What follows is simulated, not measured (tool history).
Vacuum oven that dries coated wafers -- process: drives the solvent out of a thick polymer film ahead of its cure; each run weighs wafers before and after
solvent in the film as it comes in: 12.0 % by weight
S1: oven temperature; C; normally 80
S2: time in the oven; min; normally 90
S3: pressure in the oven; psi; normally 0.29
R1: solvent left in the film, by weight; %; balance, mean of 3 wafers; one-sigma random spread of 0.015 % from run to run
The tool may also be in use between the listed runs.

run   hour  S1   S2     S3     R1
  1      0  80   90   0.29    2.8
  2   16.7  80   90   0.29   2.83
  3   32.1  80   90   0.29   2.81
  4   46.9  80   90   0.29   2.82
  5   67.5  80   90   0.29   2.82
  6   78.8  80   90   0.29   2.83
  7     98  80   47   0.29   4.01
     110.8  -- oven's thermocouples calibrated
  8  112.4  77   90   0.29   3.47
  9  130.1  80   90   0.29   2.81
 10  149.1  80   90  0.202   2.08
 11  160.3  80   68   0.29   3.21
 12  174.5  80  123   0.29   2.59
 13    186  80  123  0.721    6.2
 14  205.2  80  123  0.721   6.23
 15  222.3  70   90   0.29   5.37
 16  238.3  80   90  0.415    3.9
 17  251.1  80   90  0.415   3.85
 18  262.2  80   90   0.29   2.84
 19  272.8  80   90   0.29    2.8
 20  284.3  70   90   0.29   5.39
 21    296  70   90   0.29   5.35
 22  307.8  80   90  0.785   6.86
 23  319.5  80   90  0.785   6.85
 24  335.5  73   92  0.289   4.42
 25  354.9  73   92  0.289    4.4
 26  374.9  78  120  0.735   6.95
 27  391.3  65  140   0.26   5.65
 28    413  65  140   0.26   5.68
 29  425.9  65  140   0.26   5.65
 30  444.1  65  140  0.363   6.99
 31  459.7  65  140   0.79  12.04
 32  469.9  65  140   0.79  12.02
 33  486.7  76   90   0.18   2.65
 34  495.7  86   72   0.18   1.39
 35  505.5  85   81   0.18    1.4
 36  519.5  80   90  0.814   7.14
 37  532.6  80   90  0.725   6.39
 38    548  67   60  0.236   6.71
 39  563.4  67  155  0.528   8.24
 40  585.1  67  155  0.528   8.23
 41  594.4  67  155  0.528   8.27
 42  606.9  80  107  0.767   6.66
 43  627.7  66  107  0.767  11.78
 44  642.1  66  107  0.767  11.81
 45  661.8  87   56  0.891   5.98
 46  672.4  82   82  1.012   8.04

Alternative continuations, all from the tool just after run 46; predict every row:
  A  691.9  88   90   0.29   ?
  B  691.9  80  111   0.29   ?
  C  691.9  87   90  0.915   ?
  D  691.9  72   72  0.512   ?
  E  691.9  69   90  1.069   ?

run     R1
  A   1.84
  B   2.63
  C   5.96
  D   7.33
  E  11.98
What these runs would have given with no unlogged condition in the tool:
run     R1
  A   1.84
  B   2.63
  C   5.97
  D   7.34
  E  11.98
